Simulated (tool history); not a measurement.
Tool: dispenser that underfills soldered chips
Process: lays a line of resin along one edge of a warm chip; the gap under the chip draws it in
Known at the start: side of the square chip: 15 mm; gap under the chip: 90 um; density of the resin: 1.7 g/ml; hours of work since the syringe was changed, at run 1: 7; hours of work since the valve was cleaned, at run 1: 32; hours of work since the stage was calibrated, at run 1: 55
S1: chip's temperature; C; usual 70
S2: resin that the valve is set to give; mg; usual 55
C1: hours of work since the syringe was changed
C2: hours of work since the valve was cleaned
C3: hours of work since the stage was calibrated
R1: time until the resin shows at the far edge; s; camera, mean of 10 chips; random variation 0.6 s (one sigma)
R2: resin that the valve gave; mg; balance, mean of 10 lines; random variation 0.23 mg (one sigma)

| run | hour | S1 | S2 | C1 | C2 | C3 | R1 | R2 |
|---|---|---|---|---|---|---|---|---|
| 1 | 0 | 70 | 55 | 7 | 32 | 55 | 81.5 | 53.26 |
|  | 1.1 | new syringe of resin |
| 2 | 5.8 | 70 | 55 | 3 | 35 | 58 | 61 | 53.11 |
| 3 | 11.7 | 58 | 55 | 6 | 39 | 62 | 116.9 | 53.29 |
|  | 14 | new syringe of resin |
| 4 | 15.6 | 58 | 55 | 1 | 41 | 64 | 82.7 | 53.58 |
| 5 | 20.3 | 70 | 55 | 4 | 44 | 67 | 64.6 | 53.29 |
|  | 26.5 | new syringe of resin |
| 6 | 26.5 | 70 | 55 | 0 | 48 | 70 | 51.6 | 53.04 |
| 7 | 32.5 | 70 | 55 | 4 | 51 | 74 | 66.4 | 52.78 |
|  | 38.8 | new syringe of resin |
| 8 | 39.2 | 70 | 55 | 0 | 55 | 78 | 51.8 | 52.86 |
| 9 | 46.8 | 60 | 55 | 5 | 60 | 83 | 101.3 | 52.44 |
|  | 51.5 | new syringe of resin |
| 10 | 54.7 | 71 | 55 | 2 | 64 | 87 | 56.3 | 52.03 |
| 11 | 62 | 57 | 55 | 6 | 69 | 92 | 126.6 | 51.94 |
|  | 63.8 | new syringe of resin |
| 12 | 69.2 | 70 | 50.9 | 3 | 73 | 96 | 64.1 | 47.96 |
| 13 | 74.3 | 70 | 68.6 | 6 | 76 | 99 | 75.2 | 64.57 |
|  | 76.3 | new syringe of resin |
| 14 | 81.1 | 70 | 55 | 3 | 80 | 103 | 62.9 | 51.7 |
| 15 | 87.3 | 78 | 55 | 7 | 84 | 107 | 60.6 | 51.46 |
|  | 89 | new syringe of resin |
| 16 | 93.1 | 78 | 55 | 3 | 87 | 110 | 46.3 | 51.66 |
| 17 | 100.4 | 78 | 55 | 7 | 92 | 114 | 62.9 | 50.97 |
|  | 101.6 | new syringe of resin |
| 18 | 104.7 | 70 | 54.4 | 2 | 94 | 117 | 59.1 | 50.66 |
| 19 | 108.3 | 65 | 55 | 4 | 96 | 119 | 79.5 | 50.9 |
|  | 113.9 | new syringe of resin |
| 20 | 115.9 | 79 | 51.5 | 1 | 101 | 123 | 42 | 47.91 |
| 21 | 123.1 | 79 | 51.5 | 6 | 105 | 128 | 55.6 | 47.64 |
|  | 126.7 | new syringe of resin |
| 22 | 128.9 | 79 | 51.5 | 1 | 108 | 131 | 43 | 47.22 |
| 23 | 132.1 | 79 | 58.7 | 3 | 110 | 133 | 47 | 54.11 |
| 24 | 136 | 79 | 58.7 | 6 | 113 | 135 | 54.8 | 53.69 |
|  | 139.2 | new syringe of resin |
| 25 | 140 | 84 | 49.8 | 0 | 115 | 138 | 34.2 | 45.82 |
| 26 | 147.4 | 84 | 48.3 | 5 | 119 | 142 | 47.6 | 43.98 |
|  | 151.1 | dispensing valve cleaned and set on the balance |
|  | 152.4 | new syringe of resin |
| 27 | 153.7 | 70 | 57.9 | 1 | 1 | 145 | 53.7 | 57.91 |
| 28 | 158.8 | 71 | 53.6 | 4 | 5 | 148 | 63.3 | 53.49 |
|  | 164.8 | new syringe of resin |
| 29 | 165.9 | 71 | 53.6 | 1 | 9 | 152 | 49.5 | 53.16 |
| 30 | 172.5 | 71 | 53.6 | 5 | 13 | 156 | 63.8 | 52.9 |
|  | 177.3 | new syringe of resin |
| 31 | 178.2 | 66 | 55 | 1 | 16 | 160 | 61.1 | 54.36 |
| 32 | 182.3 | 68 | 63.9 | 3 | 18 | 162 | 66.2 | 62.6 |
| 33 | 186.6 | 73 | 59.1 | 6 | 21 | 165 | 66.4 | 58.07 |
|  | 190.1 | new syringe of resin |
| 34 | 192.8 | 70 | 55.2 | 2 | 25 | 168 | 55.2 | 53.45 |
| 35 | 198.9 | 76 | 60.5 | 5 | 28 | 172 | 58 | 59.03 |
|  | 202.8 | new syringe of resin |
| 36 | 205.4 | 76 | 60.5 | 2 | 32 | 176 | 44.4 | 59.07 |
| 37 | 210.4 | 64 | 67.6 | 5 | 35 | 179 | 80.7 | 65.95 |

Hidden state at the last listed run before each entry between runs and at the first one after, where it differs:
Between runs 1 and 2: new syringe of resin (hour 1.1)
  resin's viscosity, % of fresh resin's: 158.7 -> 117.8; dose that the valve gives, % of what is set: 97.51 -> 97.26; true chip temperature over the reading, C: 0.35 -> 0.38
  measured less the result without the state, R1: +29.6 -> +8.6 s; R2: -1.36 -> -1.5 mg
Between runs 3 and 4: new syringe of resin (hour 14)
  resin's viscosity, % of fresh resin's: 149 -> 105.8; dose that the valve gives, % of what is set: 96.99 -> 96.82; true chip temperature over the reading, C: 0.41 -> 0.42
  measured less the result without the state, R1: +37.5 -> +3.7 s; R2: -1.65 -> -1.75 mg
Between runs 5 and 6: new syringe of resin (hour 26.5)
  resin's viscosity, % of fresh resin's: 127.5 -> 100.1; dose that the valve gives, % of what is set: 96.6 -> 96.36; true chip temperature over the reading, C: 0.45 -> 0.48
  measured less the result without the state, R1: +13.5 -> -0.5 s; R2: -1.87 -> -2.01 mg
Between runs 7 and 8: new syringe of resin (hour 38.8)
  resin's viscosity, % of fresh resin's: 127.3 -> 100.6; dose that the valve gives, % of what is set: 96.09 -> 95.77; true chip temperature over the reading, C: 0.51 -> 0.54
  measured less the result without the state, R1: +13.7 -> -0.3 s; R2: -2.15 -> -2.33 mg
Between runs 9 and 10: new syringe of resin (hour 51.5)
  resin's viscosity, % of fresh resin's: 136.1 -> 114.5; dose that the valve gives, % of what is set: 95.43 -> 95.08; true chip temperature over the reading, C: 0.57 -> 0.61
  measured less the result without the state, R1: +25.8 -> +6.4 s; R2: -2.51 -> -2.69 mg
Between runs 11 and 12: new syringe of resin (hour 63.8)
  resin's viscosity, % of fresh resin's: 153.7 -> 122.3; dose that the valve gives, % of what is set: 94.75 -> 94.39; true chip temperature over the reading, C: 0.64 -> 0.67
  measured less the result without the state, R1: +42.8 -> +11 s; R2: -2.88 -> -2.86 mg
Between runs 13 and 14: new syringe of resin (hour 76.3)
  resin's viscosity, % of fresh resin's: 149.7 -> 121.6; dose that the valve gives, % of what is set: 94.14 -> 93.84; true chip temperature over the reading, C: 0.7 -> 0.73
  measured less the result without the state, R1: +24 -> +10.3 s; R2: -4.03 -> -3.39 mg
Between runs 15 and 16: new syringe of resin (hour 89)
  resin's viscosity, % of fresh resin's: 155.6 -> 117; dose that the valve gives, % of what is set: 93.56 -> 93.3; true chip temperature over the reading, C: 0.76 -> 0.79
  measured less the result without the state, R1: +21.1 -> +6.1 s; R2: -3.55 -> -3.7 mg
Between runs 17 and 18: new syringe of resin (hour 101.6)
  resin's viscosity, % of fresh resin's: 156.5 -> 114.7; dose that the valve gives, % of what is set: 92.99 -> 92.8; true chip temperature over the reading, C: 0.82 -> 0.84
  measured less the result without the state, R1: +21.8 -> +6.7 s; R2: -3.84 -> -3.92 mg
Between runs 19 and 20: new syringe of resin (hour 113.9)
  resin's viscosity, % of fresh resin's: 132.2 -> 109.9; dose that the valve gives, % of what is set: 92.64 -> 92.32; true chip temperature over the reading, C: 0.86 -> 0.89
  measured less the result without the state, R1: +18.2 -> +3.3 s; R2: -4.05 -> -3.99 mg
Between runs 21 and 22: new syringe of resin (hour 126.7)
  resin's viscosity, % of fresh resin's: 146.5 -> 111.2; dose that the valve gives, % of what is set: 92 -> 91.78; true chip temperature over the reading, C: 0.93 -> 0.95
  measured less the result without the state, R1: +17.2 -> +3.8 s; R2: -4.14 -> -4.23 mg
Between runs 24 and 25: new syringe of resin (hour 139.2)
  resin's viscosity, % of fresh resin's: 147.5 -> 104.6; dose that the valve gives, % of what is set: 91.44 -> 91.29; true chip temperature over the reading, C: 0.99 -> 1
  measured less the result without the state, R1: +16.7 -> +1.1 s; R2: -5.02 -> -4.37 mg
Between runs 26 and 27: dispensing valve cleaned and set on the balance (hour 151.1); new syringe of resin (hour 152.4)
  resin's viscosity, % of fresh resin's: 140.8 -> 105.9; dose that the valve gives, % of what is set: 90.95 -> 99.81; true chip temperature over the reading, C: 1.04 -> 1.06
  measured less the result without the state, R1: +13.6 -> +1.1 s; R2: -4.37 -> -0.11 mg
Between runs 28 and 29: new syringe of resin (hour 164.8)
  resin's viscosity, % of fresh resin's: 129.9 -> 103.2; dose that the valve gives, % of what is set: 99.6 -> 99.28; true chip temperature over the reading, C: 1.09 -> 1.12
  measured less the result without the state, R1: +12.9 -> -0.3 s; R2: -0.21 -> -0.38 mg
Between runs 30 and 31: new syringe of resin (hour 177.3)
  resin's viscosity, % of fresh resin's: 134.7 -> 106.5; dose that the valve gives, % of what is set: 99 -> 98.75; true chip temperature over the reading, C: 1.15 -> 1.18
  measured less the result without the state, R1: +14.6 -> +1.4 s; R2: -0.53 -> -0.7 mg
Between runs 33 and 34: new syringe of resin (hour 190.1)
  resin's viscosity, % of fresh resin's: 148.8 -> 112.5; dose that the valve gives, % of what is set: 98.35 -> 98.05; true chip temperature over the reading, C: 1.22 -> 1.24
  measured less the result without the state, R1: +20.2 -> +4.1 s; R2: -0.97 -> -1.07 mg
Between runs 35 and 36: new syringe of resin (hour 202.8)
  resin's viscosity, % of fresh resin's: 143.5 -> 109; dose that the valve gives, % of what is set: 97.74 -> 97.47; true chip temperature over the reading, C: 1.27 -> 1.3
  measured less the result without the state, R1: +15.9 -> +1.9 s; R2: -1.37 -> -1.54 mg

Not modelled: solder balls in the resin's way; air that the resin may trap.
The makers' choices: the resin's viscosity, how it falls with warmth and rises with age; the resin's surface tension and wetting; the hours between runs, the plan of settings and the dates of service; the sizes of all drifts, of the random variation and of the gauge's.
